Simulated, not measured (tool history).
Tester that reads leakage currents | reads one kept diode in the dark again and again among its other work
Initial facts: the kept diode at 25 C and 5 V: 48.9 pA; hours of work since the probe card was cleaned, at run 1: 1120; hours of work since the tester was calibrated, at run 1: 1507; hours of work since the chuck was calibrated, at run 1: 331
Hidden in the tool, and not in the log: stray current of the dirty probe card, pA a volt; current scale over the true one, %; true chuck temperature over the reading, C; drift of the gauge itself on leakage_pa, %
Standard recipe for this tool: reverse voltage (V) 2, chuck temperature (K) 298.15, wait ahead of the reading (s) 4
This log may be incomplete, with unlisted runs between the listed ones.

run	hour	reverse voltage (V)	chuck temperature (K)	wait ahead of the reading (s)	hours of work since the probe card was cleaned	hours of work since the tester was calibrated	hours of work since the chuck was calibrated	current that the tester gives (pA)
1	0	2	298.15	4	1120	1507	331	28.96
2	55.5	2	298.15	0.84	1155	1542	366	29.41
3	134	2	298.15	0.84	1204	1591	414	29.42
4	197.3	2	298.15	0.84	1243	1630	454	29.35
5	268.2	2	298.15	0.84	1287	1674	498	29.31
6	344.1	2	298.15	0.84	1335	1722	545	29.24
7	391.7	2	304.15	4	1364	1751	575	44.42
8	463.4	2	298.15	4	1409	1796	620	28.88
9	560.5	2	298.15	4	1469	1856	680	28.92
10	646.3	2	298.15	4	1523	1910	734	28.8
11	757.9	2	298.15	4	1592	1979	803	28.8
12	827.1	2	298.15	4	1635	2022	846	28.75
13	899.2	2	298.15	0.36	1680	2067	891	29.84
14	951.3	1.02	298.15	0.36	1713	2100	923	19.54
15	1044	1.02	298.15	0.36	1770	2158	981	19.53
16	1115	16.39	298.15	0.78	1815	2202	1025	108.99
17	1175.7	16.39	298.15	0.78	1852	2240	1063	109.12
18	1221.1	16.39	298.15	0.78	1881	2268	1091	108.83
19	1305	16.39	298.15	0.78	1933	2320	1144	109.23
20	1409.1	16.39	298.15	0.78	1998	2385	1209	109.03
21	1470.1	16.39	298.15	0.78	2036	2423	1246	109.28
22	1573.6	16.39	298.15	0.78	2100	2487	1311	109.25
23	1663.9	16.5	319.15	2.27	2156	2544	1367	424.42

4 ways to go on from here, each from the tool as it stands after run 23. What would each give?
A	1729.9	3.1	298.15	4.07	2198	2585	1408	?
B	1729.9	4.82	298.15	4	2198	2585	1408	?
C	1729.9	2.68	312.15	4.46	2198	2585	1408	?
D	1729.9	1.35	323.15	3.83	2198	2585	1408	?

run	current that the tester gives (pA)
A	37.35
B	49.13
C	89.6
D	120.65
What these runs would have given with no unlogged condition in the tool:
run	current that the tester gives (pA)
A	37.03
B	48.35
C	90.78
D	122.99

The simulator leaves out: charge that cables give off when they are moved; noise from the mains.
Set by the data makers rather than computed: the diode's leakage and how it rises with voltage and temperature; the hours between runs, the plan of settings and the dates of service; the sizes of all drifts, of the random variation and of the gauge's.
